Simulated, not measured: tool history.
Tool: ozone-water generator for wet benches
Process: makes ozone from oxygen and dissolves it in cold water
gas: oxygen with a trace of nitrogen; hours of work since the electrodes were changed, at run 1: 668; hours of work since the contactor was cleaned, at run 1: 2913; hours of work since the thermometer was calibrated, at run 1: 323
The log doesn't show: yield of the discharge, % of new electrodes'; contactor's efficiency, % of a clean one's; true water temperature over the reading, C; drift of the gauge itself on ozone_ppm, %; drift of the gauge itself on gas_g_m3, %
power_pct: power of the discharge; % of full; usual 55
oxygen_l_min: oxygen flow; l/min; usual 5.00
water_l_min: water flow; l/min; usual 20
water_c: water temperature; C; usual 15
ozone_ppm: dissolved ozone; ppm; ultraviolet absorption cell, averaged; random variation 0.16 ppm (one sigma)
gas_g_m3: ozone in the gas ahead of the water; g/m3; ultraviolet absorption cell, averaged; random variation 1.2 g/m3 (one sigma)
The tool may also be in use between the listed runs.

run	day	power_pct	oxygen_l_min	water_l_min	water_c	hours of work since the electrodes were changed	hours of work since the contactor was cleaned	hours of work since the thermometer was calibrated	ozone_ppm	gas_g_m3
1	0.000	55	5.00	20	15	668	2913	323	21.1	224.7
2	1.683	55	5.00	20	15	696	2941	350	21.3	223.9
3	3.196	55	5.66	20	15	721	2966	375	21.9	214.1
4	4.829	55	5.00	20	15	748	2993	402	21.4	225.2
5	5.675	55	3.41	20	15	762	3007	416	19.0	255.7
6	6.654	55	5.00	22	15	778	3023	433	19.3	226.0
7	7.562	55	5.00	20	15	793	3038	448	21.1	223.8
8	9.162	55	5.00	20	22	820	3065	474	19.2	225.6
9	10.162	55	5.00	20	22	836	3081	491	19.1	227.2
10	11.033	77	5.00	20	22	851	3096	505	25.9	304.8
11	12.100	55	5.00	20	15	868	3114	523	21.2	224.6
12	13.404	55	6.12	20	15	890	3135	544	22.2	208.6
13	14.812	55	6.12	20	15	913	3158	568	22.2	208.8
14	16.004	46	6.12	20	13	933	3178	587	19.4	178.5
15	17.675	46	6.12	20	13	961	3206	615	19.6	179.4
16	18.542	46	6.12	20	13	975	3220	629	19.3	179.2
17	19.638	55	5.66	20	15	993	3238	648	22.0	219.1
18	20.762	55	5.66	23	16	1012	3257	666	18.6	218.9
19	22.342	62	5.00	12	13	1038	3283	692	37.5	256.3
20	23.979	55	5.76	19	22	1065	3310	719	20.7	219.2
# day 24.942: gauge calibrated
21	25.108	55	5.00	20	10	1084	3329	738	22.6	222.8
22	26.446	69	4.33	12	15	1106	3351	760	39.0	288.3
23	28.154	69	4.33	12	15	1134	3379	789	39.0	289.8
24	28.917	55	7.73	12	14	1147	3392	801	34.1	193.4

3 ways to go on from here, each from the tool as it stands after run 24. What would each give?
A	30.338	47	7.73	12	11	1170	3415	825	?	?
B	30.338	55	7.73	25	14	1170	3415	825	?	?
C	30.338	55	6.97	12	11	1170	3415	825	?	?

run	ozone_ppm	gas_g_m3
A	31.3	166.2
B	19.3	191.3
C	35.4	198.2
Without the tool's hidden state the same runs would have given:
run	ozone_ppm	gas_g_m3
A	31.3	165.2
B	19.3	190.1
C	35.4	197.0
